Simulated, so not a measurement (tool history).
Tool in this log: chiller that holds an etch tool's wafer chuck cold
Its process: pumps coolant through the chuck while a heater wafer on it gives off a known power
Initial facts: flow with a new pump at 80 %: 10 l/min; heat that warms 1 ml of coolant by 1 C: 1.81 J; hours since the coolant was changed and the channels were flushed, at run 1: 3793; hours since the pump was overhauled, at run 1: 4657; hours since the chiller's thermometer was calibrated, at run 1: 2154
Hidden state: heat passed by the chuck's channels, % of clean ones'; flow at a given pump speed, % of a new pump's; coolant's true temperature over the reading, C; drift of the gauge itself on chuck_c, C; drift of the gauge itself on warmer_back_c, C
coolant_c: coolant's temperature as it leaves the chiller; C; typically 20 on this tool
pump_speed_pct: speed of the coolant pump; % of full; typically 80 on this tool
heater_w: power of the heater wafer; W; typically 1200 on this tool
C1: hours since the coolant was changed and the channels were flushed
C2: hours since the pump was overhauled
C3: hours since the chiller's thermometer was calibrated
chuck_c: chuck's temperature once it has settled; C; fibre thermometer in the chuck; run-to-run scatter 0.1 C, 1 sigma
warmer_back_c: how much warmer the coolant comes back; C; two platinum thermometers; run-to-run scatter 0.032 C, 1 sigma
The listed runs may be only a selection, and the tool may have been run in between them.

run 1 hour=0.0 | coolant_c=20 pump_speed_pct=80 heater_w=1200 | C1=3793 C2=4657 C3=2154 | chuck_c=29.2 warmer_back_c=3.93
run 2 hour=63.7 | coolant_c=20 pump_speed_pct=80 heater_w=1200 | C1=3857 C2=4720 C3=2218 | chuck_c=29.0 warmer_back_c=3.99
run 3 hour=165.8 | coolant_c=20 pump_speed_pct=80 heater_w=1200 | C1=3959 C2=4822 C3=2320 | chuck_c=29.1 warmer_back_c=3.97
run 4 hour=261.0 | coolant_c=20 pump_speed_pct=80 heater_w=1200 | C1=4054 C2=4918 C3=2415 | chuck_c=29.2 warmer_back_c=3.94
run 5 hour=312.9 | coolant_c=20 pump_speed_pct=80 heater_w=1200 | C1=4106 C2=4969 C3=2467 | chuck_c=29.1 warmer_back_c=3.91
run 6 hour=409.9 | coolant_c=20 pump_speed_pct=80 heater_w=1200 | C1=4203 C2=5066 C3=2564 | chuck_c=29.2 warmer_back_c=3.88
run 7 hour=490.8 | coolant_c=20 pump_speed_pct=80 heater_w=1200 | C1=4284 C2=5147 C3=2645 | chuck_c=29.2 warmer_back_c=3.88
-- hour=501.8 chiller's thermometer calibrated
run 8 hour=549.5 | coolant_c=20 pump_speed_pct=80 heater_w=1200 | C1=4341 C2=5205 C3=48 | chuck_c=29.1 warmer_back_c=3.86
run 9 hour=608.2 | coolant_c=21 pump_speed_pct=80 heater_w=683 | C1=4400 C2=5264 C3=106 | chuck_c=26.2 warmer_back_c=2.09
run 10 hour=708.0 | coolant_c=21 pump_speed_pct=63 heater_w=613 | C1=4500 C2=5364 C3=206 | chuck_c=26.4 warmer_back_c=2.43
run 11 hour=806.8 | coolant_c=21 pump_speed_pct=63 heater_w=613 | C1=4599 C2=5462 C3=305 | chuck_c=26.6 warmer_back_c=2.47
run 12 hour=862.2 | coolant_c=11 pump_speed_pct=82 heater_w=1200 | C1=4654 C2=5518 C3=360 | chuck_c=19.9 warmer_back_c=3.76
run 13 hour=934.5 | coolant_c=25 pump_speed_pct=80 heater_w=1712 | C1=4726 C2=5590 C3=433 | chuck_c=37.9 warmer_back_c=5.43
run 14 hour=1051.2 | coolant_c=25 pump_speed_pct=80 heater_w=1712 | C1=4843 C2=5707 C3=549 | chuck_c=38.2 warmer_back_c=5.51
-- hour=1116.7 coolant pump overhauled
run 15 hour=1150.9 | coolant_c=17 pump_speed_pct=69 heater_w=609 | C1=4938 C2=34 C3=644 | chuck_c=22.2 warmer_back_c=2.12
run 16 hour=1230.4 | coolant_c=19 pump_speed_pct=69 heater_w=1712 | C1=5017 C2=114 C3=724 | chuck_c=33.6 warmer_back_c=6.36

4 ways to go on from here, each from the tool as it stands after run 16. What would each give?
run A hour=1293.9 | coolant_c=29 pump_speed_pct=83 heater_w=638 | C1=5081 C2=177 C3=787 | chuck_c=? warmer_back_c=?
run B hour=1293.9 | coolant_c=22 pump_speed_pct=69 heater_w=956 | C1=5081 C2=177 C3=787 | chuck_c=? warmer_back_c=?
run C hour=1293.9 | coolant_c=11 pump_speed_pct=72 heater_w=1712 | C1=5081 C2=177 C3=787 | chuck_c=? warmer_back_c=?
run D hour=1293.9 | coolant_c=18 pump_speed_pct=69 heater_w=890 | C1=5081 C2=177 C3=787 | chuck_c=? warmer_back_c=?

run=A chuck_c=33.8 warmer_back_c=1.73
run=B chuck_c=30.0 warmer_back_c=3.41
run=C chuck_c=25.0 warmer_back_c=5.97
run=D chuck_c=25.5 warmer_back_c=3.18
With the hidden condition removed and each run's random variation left untouched, the same runs would have given:
run=A chuck_c=33.8 warmer_back_c=2.02
run=B chuck_c=30.0 warmer_back_c=3.71
run=C chuck_c=25.0 warmer_back_c=6.26
run=D chuck_c=25.5 warmer_back_c=3.47
